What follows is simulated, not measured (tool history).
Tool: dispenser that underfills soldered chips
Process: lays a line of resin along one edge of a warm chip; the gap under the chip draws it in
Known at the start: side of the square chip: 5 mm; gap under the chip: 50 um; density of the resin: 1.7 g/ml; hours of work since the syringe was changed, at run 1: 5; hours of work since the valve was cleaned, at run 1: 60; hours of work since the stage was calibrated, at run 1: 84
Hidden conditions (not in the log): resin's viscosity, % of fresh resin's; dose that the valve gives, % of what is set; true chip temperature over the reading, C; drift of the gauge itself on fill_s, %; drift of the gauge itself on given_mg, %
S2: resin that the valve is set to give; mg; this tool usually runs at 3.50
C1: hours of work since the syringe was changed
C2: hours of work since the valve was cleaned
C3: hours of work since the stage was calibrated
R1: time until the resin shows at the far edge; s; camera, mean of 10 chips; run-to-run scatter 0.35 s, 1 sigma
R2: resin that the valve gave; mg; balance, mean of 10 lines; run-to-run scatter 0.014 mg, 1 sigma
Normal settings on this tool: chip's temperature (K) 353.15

run 1 hour=0.0 | chip's_temperature_(K)=353.15 S2=3.50 | C1=5 C2=60 C3=84 | R1=28.3 R2=3.40
-- hour=9.3 new syringe of resin
run 2 hour=11.5 | chip's_temperature_(K)=353.15 S2=4.12 | C1=2 C2=68 C3=92 | R1=20.5 R2=4.01
run 3 hour=18.2 | chip's_temperature_(K)=353.15 S2=3.50 | C1=7 C2=73 C3=97 | R1=32.0 R2=3.38
-- hour=25.1 new syringe of resin
run 4 hour=29.4 | chip's_temperature_(K)=353.15 S2=4.26 | C1=3 C2=82 C3=106 | R1=22.7 R2=4.11
-- hour=38.3 dispensing valve cleaned and set on the balance
-- hour=42.2 new syringe of resin
run 5 hour=42.7 | chip's_temperature_(K)=353.15 S2=4.26 | C1=0 C2=3 C3=115 | R1=18.2 R2=4.24
run 6 hour=52.1 | chip's_temperature_(K)=353.15 S2=4.26 | C1=7 C2=10 C3=122 | R1=33.7 R2=4.23
-- hour=58.4 new syringe of resin
run 7 hour=58.4 | chip's_temperature_(K)=355.15 S2=3.50 | C1=0 C2=15 C3=126 | R1=16.4 R2=3.51
run 8 hour=65.1 | chip's_temperature_(K)=353.15 S2=3.50 | C1=5 C2=20 C3=131 | R1=27.6 R2=3.47
run 9 hour=72.6 | chip's_temperature_(K)=353.15 S2=3.50 | C1=11 C2=25 C3=137 | R1=45.7 R2=3.45
-- hour=74.4 new syringe of resin
run 10 hour=83.4 | chip's_temperature_(K)=353.15 S2=4.12 | C1=7 C2=33 C3=145 | R1=32.1 R2=4.04
run 11 hour=89.4 | chip's_temperature_(K)=353.15 S2=4.12 | C1=11 C2=38 C3=149 | R1=48.7 R2=4.05
-- hour=90.6 new syringe of resin
run 12 hour=98.6 | chip's_temperature_(K)=353.15 S2=3.37 | C1=6 C2=44 C3=156 | R1=31.1 R2=3.33
run 13 hour=104.3 | chip's_temperature_(K)=353.15 S2=3.37 | C1=10 C2=49 C3=160 | R1=45.3 R2=3.30
-- hour=107.2 new syringe of resin
run 14 hour=109.9 | chip's_temperature_(K)=353.15 S2=3.37 | C1=2 C2=53 C3=164 | R1=21.6 R2=3.31
run 15 hour=120.2 | chip's_temperature_(K)=353.15 S2=4.06 | C1=10 C2=60 C3=172 | R1=41.8 R2=3.94
-- hour=123.4 new syringe of resin
run 16 hour=129.4 | chip's_temperature_(K)=343.15 S2=3.50 | C1=5 C2=67 C3=179 | R1=37.4 R2=3.40
-- hour=139.2 new syringe of resin
run 17 hour=139.7 | chip's_temperature_(K)=353.15 S2=3.50 | C1=0 C2=74 C3=186 | R1=18.5 R2=3.38
run 18 hour=152.0 | chip's_temperature_(K)=353.15 S2=3.91 | C1=10 C2=84 C3=195 | R1=40.7 R2=3.77
-- hour=155.2 new syringe of resin
-- hour=158.7 dispensing valve cleaned and set on the balance
run 19 hour=161.1 | chip's_temperature_(K)=341.15 S2=4.06 | C1=4 C2=2 C3=201 | R1=36.7 R2=4.07
-- hour=172.3 new syringe of resin
run 20 hour=173.5 | chip's_temperature_(K)=351.15 S2=3.60 | C1=1 C2=11 C3=210 | R1=20.3 R2=3.59
run 21 hour=182.2 | chip's_temperature_(K)=361.15 S2=3.91 | C1=7 C2=17 C3=217 | R1=24.9 R2=3.88
-- hour=188.1 new syringe of resin
run 22 hour=188.7 | chip's_temperature_(K)=361.15 S2=3.91 | C1=0 C2=22 C3=221 | R1=13.7 R2=3.87
run 23 hour=201.0 | chip's_temperature_(K)=344.15 S2=3.41 | C1=10 C2=31 C3=231 | R1=55.8 R2=3.36
-- hour=204.9 new syringe of resin
run 24 hour=208.2 | chip's_temperature_(K)=344.15 S2=3.41 | C1=2 C2=36 C3=236 | R1=28.9 R2=3.36
run 25 hour=215.9 | chip's_temperature_(K)=360.15 S2=3.26 | C1=8 C2=42 C3=242 | R1=28.8 R2=3.18

For run 26, what comes out?
-- hour=220.9 new syringe of resin
run 26 hour=221.3 | chip's_temperature_(K)=351.15 S2=4.28 | C1=0 C2=46 C3=245 | R1=? R2=?

{"run 26": {"R1": 18.1, "R2": 4.17}}
Minus the tool's unlogged condition, the same run would have read R1 18.8 s, R2 4.26 mg.

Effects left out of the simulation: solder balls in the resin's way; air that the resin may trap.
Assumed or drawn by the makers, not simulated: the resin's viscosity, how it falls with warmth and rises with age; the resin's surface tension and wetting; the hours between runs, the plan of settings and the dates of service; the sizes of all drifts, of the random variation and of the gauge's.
